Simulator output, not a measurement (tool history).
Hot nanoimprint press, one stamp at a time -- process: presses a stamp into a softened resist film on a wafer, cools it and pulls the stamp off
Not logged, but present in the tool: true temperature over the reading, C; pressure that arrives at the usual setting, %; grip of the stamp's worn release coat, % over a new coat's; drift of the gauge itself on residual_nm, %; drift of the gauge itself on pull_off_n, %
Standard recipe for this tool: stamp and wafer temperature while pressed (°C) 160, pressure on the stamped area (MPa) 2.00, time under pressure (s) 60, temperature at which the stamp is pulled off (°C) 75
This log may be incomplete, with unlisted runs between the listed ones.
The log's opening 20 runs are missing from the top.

run,day,stamp and wafer temperature while pressed (°C),pressure on the stamped area (MPa),time under pressure (s),temperature at which the stamp is pulled off (°C),hours of work since the thermocouple was calibrated,imprints on the stamp's release coat,hours of work since the press's seals were changed,resist left under the stamp's widest pad (Å),greatest force while the stamp is pulled off (N)
21,58.688,165,1.77,87,73,169,1645,1177,2186,277
22,61.188,164,2.00,60,75,207,1776,1215,2500,268
23,63.879,160,2.00,60,71,248,1917,1256,3061,301
24,66.396,163,1.21,60,75,286,2048,1294,3368,298
25,70.071,163,1.21,60,75,341,2240,1349,3323,296
# day 70.621: press's hydraulic seals changed and the load cell set to zero
26,73.042,157,2.19,118,79,381,2378,37,2560,279
# day 74.150: stamp cleaned and given a new release coat
27,76.771,157,2.19,118,79,434,137,89,2560,179
28,80.500,154,2.00,60,78,490,332,145,3922,192
29,84.079,154,2.00,60,78,544,519,199,3913,196
# day 87.521: plate thermocouple calibrated
30,87.721,160,1.97,60,70,3,703,252,3090,229
31,89.808,160,2.00,60,62,35,812,284,3047,269

What if the next run were any one of these 3? Each begins from the tool's condition after run 31:
A,93.250,149,3.11,60,68,87,992,336,?,?
B,93.250,152,2.00,97,79,87,992,336,?,?
C,93.250,160,1.83,117,75,87,992,336,?,?

run,resist left under the stamp's widest pad (Å),greatest force while the stamp is pulled off (N)
A,4444,252
B,4003,210
C,2473,232
What these runs would have given with no unlogged condition in the tool:
run,resist left under the stamp's widest pad (Å),greatest force while the stamp is pulled off (N)
A,4434,199
B,4010,167
C,2477,184
